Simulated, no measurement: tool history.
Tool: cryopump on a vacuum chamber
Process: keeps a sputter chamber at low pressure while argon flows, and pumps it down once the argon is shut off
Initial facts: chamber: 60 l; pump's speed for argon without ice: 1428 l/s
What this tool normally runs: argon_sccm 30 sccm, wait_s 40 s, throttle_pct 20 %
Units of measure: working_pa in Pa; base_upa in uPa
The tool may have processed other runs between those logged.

| run | hour | argon_sccm | wait_s | throttle_pct | working_pa | base_upa |
|---|---|---|---|---|---|---|
| 1 | 0 | 30 | 40 | 20 | 0.1828 | 0.92 |
| 2 | 66.9 | 30 | 40 | 20 | 0.1836 | 1.09 |
| 3 | 118.5 | 30 | 198 | 20 | 0.184 | 0.78 |
| 4 | 149.1 | 30 | 198 | 20 | 0.1852 | 0.84 |
| 5 | 210.3 | 30 | 198 | 20 | 0.1855 | 0.92 |
| 6 | 264.8 | 30 | 40 | 20 | 0.1864 | 1.51 |
| 7 | 318 | 30 | 40 | 20 | 0.187 | 1.61 |
| 8 | 364.6 | 30 | 40 | 47 | 0.0866 | 1.79 |
| 9 | 416.5 | 30 | 40 | 47 | 0.0877 | 1.97 |
|  | 448.9 | pump warmed up, emptied and cooled again |
| 10 | 457.4 | 30 | 40 | 47 | 0.076 | 1.62 |
| 11 | 487.2 | 30 | 99 | 20 | 0.1778 | 1.4 |
| 12 | 536.3 | 30 | 99 | 20 | 0.1804 | 1.51 |
| 13 | 597.7 | 30 | 99 | 20 | 0.1791 | 1.64 |
| 14 | 654.1 | 14 | 117 | 23 | 0.0727 | 1.8 |
| 15 | 709.6 | 14 | 117 | 23 | 0.0734 | 1.94 |
| 16 | 777.3 | 14 | 117 | 23 | 0.0745 | 2.09 |
| 17 | 832.2 | 17 | 24 | 18 | 0.114 | 2.96 |
| 18 | 868.3 | 17 | 24 | 18 | 0.1157 | 3.04 |
| 19 | 921.8 | 17 | 24 | 18 | 0.1154 | 3.27 |
| 20 | 959.3 | 17 | 24 | 18 | 0.1156 | 3.26 |
| 21 | 1016.3 | 52 | 20 | 24 | 0.2748 | 3.76 |
| 22 | 1085 | 18 | 194 | 24 | 0.0942 | 2.98 |
| 23 | 1127.4 | 27 | 194 | 16 | 0.2097 | 3.09 |
| 24 | 1190.5 | 30 | 157 | 41 | 0.0998 | 3.38 |
| 25 | 1251.4 | 16 | 47 | 20 | 0.1032 | 3.93 |
|  | 1260.8 | pump warmed up, emptied and cooled again |
|  | 1295.2 | leaking fittings of the chamber tightened, without venting |
| 26 | 1329.1 | 19 | 33 | 17 | 0.1342 | 0.91 |

Consider 5 possible next runs. They are alternatives, not a sequence: every one starts from the tool as it was left by run 26. What does each give?
| A | 1360.6 | 27 | 153 | 17 | ? | ? |
| B | 1360.6 | 19 | 146 | 25 | ? | ? |
| C | 1360.6 | 19 | 50 | 17 | ? | ? |
| D | 1360.6 | 40 | 40 | 20 | ? | ? |
| E | 1360.6 | 48 | 40 | 50 | ? | ? |

| run | working_pa | base_upa |
|---|---|---|
| A | 0.1905 | 0.49 |
| B | 0.0904 | 0.49 |
| C | 0.1342 | 0.79 |
| D | 0.239 | 0.91 |
| E | 0.1177 | 0.9 |
With the hidden condition removed and each run's random variation left untouched, the same runs would have given:
| run | working_pa | base_upa |
|---|---|---|
| A | 0.1888 | 0.36 |
| B | 0.0892 | 0.36 |
| C | 0.133 | 0.66 |
| D | 0.2365 | 0.78 |
| E | 0.1146 | 0.77 |

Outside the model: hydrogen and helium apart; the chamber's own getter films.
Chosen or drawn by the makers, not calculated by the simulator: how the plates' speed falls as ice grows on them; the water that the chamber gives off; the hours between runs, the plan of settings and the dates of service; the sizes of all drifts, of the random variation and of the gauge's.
